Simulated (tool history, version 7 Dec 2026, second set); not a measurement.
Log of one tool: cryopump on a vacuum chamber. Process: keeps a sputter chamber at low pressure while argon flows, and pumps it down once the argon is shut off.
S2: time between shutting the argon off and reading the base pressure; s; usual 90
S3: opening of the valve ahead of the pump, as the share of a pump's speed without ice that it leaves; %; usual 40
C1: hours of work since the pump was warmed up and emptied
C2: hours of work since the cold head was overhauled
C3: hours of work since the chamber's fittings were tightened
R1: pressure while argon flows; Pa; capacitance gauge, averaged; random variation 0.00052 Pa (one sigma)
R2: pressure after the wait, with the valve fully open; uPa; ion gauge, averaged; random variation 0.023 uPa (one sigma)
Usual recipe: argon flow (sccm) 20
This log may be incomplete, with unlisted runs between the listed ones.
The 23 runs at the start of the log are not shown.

{"run": 24, "hour": 1820.7, "argon flow (sccm)": 37, "S2": 110, "S3": 33, "C1": 53, "C2": 925, "C3": 798, "R1": 0.0832, "R2": 0.66}
{"run": 25, "hour": 1934.6, "argon flow (sccm)": 39, "S2": 48, "S3": 23, "C1": 103, "C2": 975, "C3": 848, "R1": 0.1261, "R2": 1.34}
{"run": 26, "hour": 2029.3, "argon flow (sccm)": 20, "S2": 90, "S3": 19, "C1": 144, "C2": 1017, "C3": 890, "R1": 0.0787, "R2": 0.78}
{"run": 27, "hour": 2122.2, "argon flow (sccm)": 20, "S2": 90, "S3": 39, "C1": 185, "C2": 1058, "C3": 931, "R1": 0.0388, "R2": 0.8}
{"run": 28, "hour": 2202.0, "argon flow (sccm)": 31, "S2": 36, "S3": 42, "C1": 220, "C2": 1093, "C3": 966, "R1": 0.0562, "R2": 1.66}
{"run": 29, "hour": 2321.3, "argon flow (sccm)": 31, "S2": 36, "S3": 42, "C1": 273, "C2": 1145, "C3": 1018, "R1": 0.0555, "R2": 1.77}
{"run": 30, "hour": 2429.6, "argon flow (sccm)": 16, "S2": 25, "S3": 20, "C1": 320, "C2": 1193, "C3": 1066, "R1": 0.0601, "R2": 2.4}
{"run": 31, "hour": 2510.4, "argon flow (sccm)": 16, "S2": 25, "S3": 35, "C1": 356, "C2": 1228, "C3": 1101, "R1": 0.0354, "R2": 2.44}
{"run": 32, "hour": 2624.6, "argon flow (sccm)": 11, "S2": 38, "S3": 21, "C1": 406, "C2": 1279, "C3": 1151, "R1": 0.0402, "R2": 1.68}
{"run": 33, "hour": 2727.5, "argon flow (sccm)": 20, "S2": 104, "S3": 20, "C1": 451, "C2": 1324, "C3": 1197, "R1": 0.0764, "R2": 0.76}
{"run": 34, "hour": 2821.9, "argon flow (sccm)": 20, "S2": 29, "S3": 20, "C1": 493, "C2": 1365, "C3": 1238, "R1": 0.0769, "R2": 2.14}

Branching from run 34: 3 alternative next runs. What would each branch give?
{"run": "A", "hour": 2890.7, "argon flow (sccm)": 20, "S2": 68, "S3": 33, "C1": 523, "C2": 1396, "C3": 1268, "R1": "?", "R2": "?"}
{"run": "B", "hour": 2890.7, "argon flow (sccm)": 11, "S2": 153, "S3": 43, "C1": 523, "C2": 1396, "C3": 1268, "R1": "?", "R2": "?"}
{"run": "C", "hour": 2890.7, "argon flow (sccm)": 16, "S2": 260, "S3": 35, "C1": 523, "C2": 1396, "C3": 1268, "R1": "?", "R2": "?"}

run=A R1=0.0485 R2=1.09
run=B R1=0.0208 R2=0.6
run=C R1=0.036 R2=0.48
With the hidden condition removed and each run's random variation left untouched, the same runs would have given:
run=A R1=0.0454 R2=0.99
run=B R1=0.0191 R2=0.49
run=C R1=0.0335 R2=0.37

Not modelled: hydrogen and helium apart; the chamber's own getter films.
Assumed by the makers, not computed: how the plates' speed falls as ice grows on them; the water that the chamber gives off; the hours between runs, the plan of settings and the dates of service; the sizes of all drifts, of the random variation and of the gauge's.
